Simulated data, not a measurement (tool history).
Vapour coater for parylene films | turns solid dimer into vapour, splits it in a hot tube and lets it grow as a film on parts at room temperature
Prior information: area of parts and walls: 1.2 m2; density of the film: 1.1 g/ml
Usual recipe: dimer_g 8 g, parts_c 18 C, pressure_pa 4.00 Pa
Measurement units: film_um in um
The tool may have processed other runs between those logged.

run,hour,dimer_g,parts_c,pressure_pa,film_um
1,0.0,8,18,4.00,2.74
2,24.6,8,18,4.00,2.78
3,61.2,8,18,4.00,3.01
4,86.0,8,18,4.00,2.96
5,125.6,8,18,4.00,2.95
6,156.4,8,18,4.00,2.98
7,181.0,8,18,4.00,2.94
8,214.6,8,12,4.00,3.38
9,243.2,8,12,4.00,3.37
10,271.6,8,18,4.00,2.92
11,305.4,8,18,4.00,2.88
12,330.9,8,18,4.00,2.94
13,356.7,8,18,4.00,2.90
14,392.9,8,18,4.00,2.91
15,414.5,8,18,4.00,2.90
16,439.0,8,18,4.00,2.92
17,476.1,8,18,4.00,2.88
18,500.1,8,18,4.00,2.90
19,537.3,4,24,3.55,1.28
20,565.5,4,18,4.00,1.40
21,594.2,4,18,4.00,1.44
22,625.5,4,18,4.00,1.44
23,662.4,4,30,10.74,0.84
24,697.5,6,18,6.03,1.91
25,727.6,3,22,6.03,0.87
26,754.8,6,13,4.00,2.37
27,776.1,6,13,4.00,2.39
28,798.1,10,23,5.59,2.86
29,838.3,8,18,6.79,2.46
30,854.8,8,10,4.00,3.39
31,877.1,8,10,4.00,3.35
32,912.5,3,17,5.82,0.97
33,955.7,3,17,5.82,1.04
34,973.3,8,14,11.34,2.52
35,1000.1,6,14,3.03,2.65
36,1026.0,6,14,3.03,2.61

Withheld: 4 entries from between the runs. Position of each, and hidden state at the listed run before versus the listed run after:
Runs 2 to 3: trap's valve overhauled (hour 38.6)
  vapour lost through the trap's worn valve, %: 8 -> 0.6; true temperature of the parts over the reading, C: 0.09 -> 0.1
  measured result minus the result with no hidden state, film_um: -0.25 -> -0.02 um
Runs 19 to 20: table's thermometer calibrated (hour 541.2)
  vapour lost through the trap's worn valve, %: 4.6 -> 4.8; true temperature of the parts over the reading, C: 0.16 -> 0.23
  measured result minus the result with no hidden state, film_um: -0.07 -> -0.08 um
Runs 21 to 22: table's thermometer calibrated, once more (hour 602.3)
  vapour lost through the trap's worn valve, %: 5 -> 5.2; true temperature of the parts over the reading, C: 0.23 -> -0.14
  measured result minus the result with no hidden state, film_um: -0.09 -> -0.08 um
Runs 32 to 33: trap's valve overhauled (hour 932.1)
  vapour lost through the trap's worn valve, %: 7.5 -> 0.7; true temperature of the parts over the reading, C: -0.1 -> -0.09
  measured result minus the result with no hidden state, film_um: -0.07 -> -0.01 um
